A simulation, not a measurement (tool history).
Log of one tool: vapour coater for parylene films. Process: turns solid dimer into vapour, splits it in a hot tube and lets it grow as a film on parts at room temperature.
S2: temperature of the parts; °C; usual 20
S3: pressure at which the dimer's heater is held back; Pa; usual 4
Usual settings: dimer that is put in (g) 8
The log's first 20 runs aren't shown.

Run 21, day 21.779: usual settings but S2 22 °C, S3 3.22 Pa. Result: thickness of the film (nm) 2110.
Run 22, day 23.279: usual settings but S2 22 °C, S3 3.22 Pa. Result: thickness of the film (nm) 2060.
Run 23, day 24.296: usual settings but dimer that is put in (g) 5, S2 14 °C, S3 9.67 Pa. Result: thickness of the film (nm) 1360.
Run 24, day 25.85: usual settings but S2 26 °C, S3 9.67 Pa. Result: thickness of the film (nm) 1690.
Run 25, day 27.362: usual settings but S2 26 °C, S3 9.67 Pa. Result: thickness of the film (nm) 1730.
Run 26, day 28.8: usual settings but S2 19 °C, S3 10.01 Pa. Result: thickness of the film (nm) 1910.
Run 27, day 29.771: usual settings but S2 19 °C, S3 3.52 Pa. Result: thickness of the film (nm) 2100.
Run 28, day 30.738: usual settings but S2 29 °C, S3 2.29 Pa. Result: thickness of the film (nm) 1780.
At day 31.05: trap's valve overhauled.
Run 29, day 31.571: usual settings but S3 2.35 Pa. Result: thickness of the film (nm) 2400.
Run 30, day 32.217: usual settings but S3 2.35 Pa. Result: thickness of the film (nm) 2420.
Run 31, day 33.671: usual settings but S2 15 °C, S3 2.21 Pa. Result: thickness of the film (nm) 2620.
Run 32, day 35.221: usual settings but dimer that is put in (g) 4, S2 25 °C, S3 5.02 Pa. Result: thickness of the film (nm) 1060.

Forecast each of these 5 alternatives for the next run:
Run A, day 35.892: usual settings but dimer that is put in (g) 9, S3 4.88 Pa. Result: thickness of the film (nm) ?.
Run B, day 35.892: usual settings but dimer that is put in (g) 6, S2 25 °C, S3 2.59 Pa. Result: thickness of the film (nm) ?.
Run C, day 35.892: usual settings but dimer that is put in (g) 4, S2 13 °C, S3 5.02 Pa. Result: thickness of the film (nm) ?.
Run D, day 35.892: usual settings but dimer that is put in (g) 14. Result: thickness of the film (nm) ?.
Run E, day 35.892: usual settings but S2 16 °C. Result: thickness of the film (nm) ?.

run  thickness of the film (nm)
  A                        2510
  B                        1610
  C                        1250
  D                        3970
  E                        2430
Without the tool's hidden state the same runs would have given:
run  thickness of the film (nm)
  A                        2560
  B                        1650
  C                        1270
  D                        4050
  E                        2480
